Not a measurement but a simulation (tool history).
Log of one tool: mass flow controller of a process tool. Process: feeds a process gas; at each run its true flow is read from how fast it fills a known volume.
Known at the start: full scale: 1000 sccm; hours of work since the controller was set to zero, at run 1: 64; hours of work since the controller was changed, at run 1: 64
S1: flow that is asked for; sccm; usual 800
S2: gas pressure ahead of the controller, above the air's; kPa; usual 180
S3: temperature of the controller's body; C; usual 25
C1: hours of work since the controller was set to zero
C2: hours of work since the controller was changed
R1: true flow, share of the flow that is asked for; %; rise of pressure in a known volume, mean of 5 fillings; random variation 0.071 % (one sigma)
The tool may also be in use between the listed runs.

{"run": 1, "day": 0.0, "S1": 800, "S2": 180, "S3": 25, "C1": 64, "C2": 64, "R1": 99.73}
{"run": 2, "day": 2.325, "S1": 800, "S2": 180, "S3": 25, "C1": 96, "C2": 96, "R1": 99.67}
{"run": 3, "day": 4.892, "S1": 800, "S2": 180, "S3": 25, "C1": 131, "C2": 131, "R1": 99.67}
{"run": 4, "day": 7.808, "S1": 800, "S2": 180, "S3": 25, "C1": 171, "C2": 171, "R1": 99.5}
{"run": 5, "day": 9.938, "S1": 800, "S2": 180, "S3": 25, "C1": 200, "C2": 200, "R1": 99.33}
{"run": 6, "day": 12.712, "S1": 800, "S2": 180, "S3": 25, "C1": 237, "C2": 237, "R1": 99.3}
{"run": 7, "day": 15.4, "S1": 800, "S2": 180, "S3": 25, "C1": 274, "C2": 274, "R1": 99.25}
{"run": 8, "day": 18.633, "S1": 800, "S2": 180, "S3": 25, "C1": 318, "C2": 318, "R1": 99.08}
{"run": 9, "day": 20.938, "S1": 800, "S2": 180, "S3": 25, "C1": 349, "C2": 349, "R1": 99.03}
{"run": 10, "day": 24.779, "S1": 800, "S2": 180, "S3": 25, "C1": 402, "C2": 402, "R1": 98.97}
{"run": 11, "day": 27.379, "S1": 800, "S2": 180, "S3": 25, "C1": 437, "C2": 437, "R1": 98.81}
{"run": 12, "day": 29.658, "S1": 800, "S2": 180, "S3": 25, "C1": 468, "C2": 468, "R1": 98.93}
{"run": 13, "day": 33.096, "S1": 800, "S2": 180, "S3": 25, "C1": 515, "C2": 515, "R1": 98.82}
{"run": 14, "day": 35.117, "S1": 800, "S2": 180, "S3": 25, "C1": 542, "C2": 542, "R1": 98.8}
{"run": 15, "day": 39.062, "S1": 291, "S2": 180, "S3": 25, "C1": 596, "C2": 596, "R1": 98.15}
{"run": 16, "day": 41.567, "S1": 482, "S2": 213, "S3": 28, "C1": 630, "C2": 630, "R1": 98.81}
{"run": 17, "day": 45.45, "S1": 482, "S2": 213, "S3": 28, "C1": 683, "C2": 683, "R1": 98.62}
{"run": 18, "day": 48.425, "S1": 482, "S2": 280, "S3": 26, "C1": 723, "C2": 723, "R1": 98.97}
{"run": 19, "day": 51.871, "S1": 800, "S2": 182, "S3": 24, "C1": 770, "C2": 770, "R1": 98.2}
{"run": 20, "day": 53.925, "S1": 800, "S2": 224, "S3": 23, "C1": 798, "C2": 798, "R1": 98.28}
{"run": 21, "day": 56.512, "S1": 800, "S2": 224, "S3": 23, "C1": 834, "C2": 834, "R1": 98.07}
{"run": 22, "day": 59.75, "S1": 800, "S2": 224, "S3": 23, "C1": 878, "C2": 878, "R1": 98.19}
{"run": 23, "day": 62.892, "S1": 142, "S2": 161, "S3": 30, "C1": 920, "C2": 920, "R1": 97.94}
{"run": 24, "day": 65.721, "S1": 142, "S2": 161, "S3": 30, "C1": 959, "C2": 959, "R1": 97.84}
{"run": 25, "day": 68.775, "S1": 142, "S2": 161, "S3": 30, "C1": 1000, "C2": 1000, "R1": 97.59}
{"run": 26, "day": 71.7, "S1": 182, "S2": 203, "S3": 34, "C1": 1040, "C2": 1040, "R1": 98.44}
{"run": 27, "day": 74.438, "S1": 404, "S2": 237, "S3": 34, "C1": 1078, "C2": 1078, "R1": 98.75}

Run 28 comes next. What will it give?
{"run": 28, "day": 76.125, "S1": 800, "S2": 180, "S3": 24, "C1": 1101, "C2": 1101, "R1": "?"}

Run 28 gave R1 97.54 %.
Without the tool's hidden state the same run would have given R1 99.63 %.

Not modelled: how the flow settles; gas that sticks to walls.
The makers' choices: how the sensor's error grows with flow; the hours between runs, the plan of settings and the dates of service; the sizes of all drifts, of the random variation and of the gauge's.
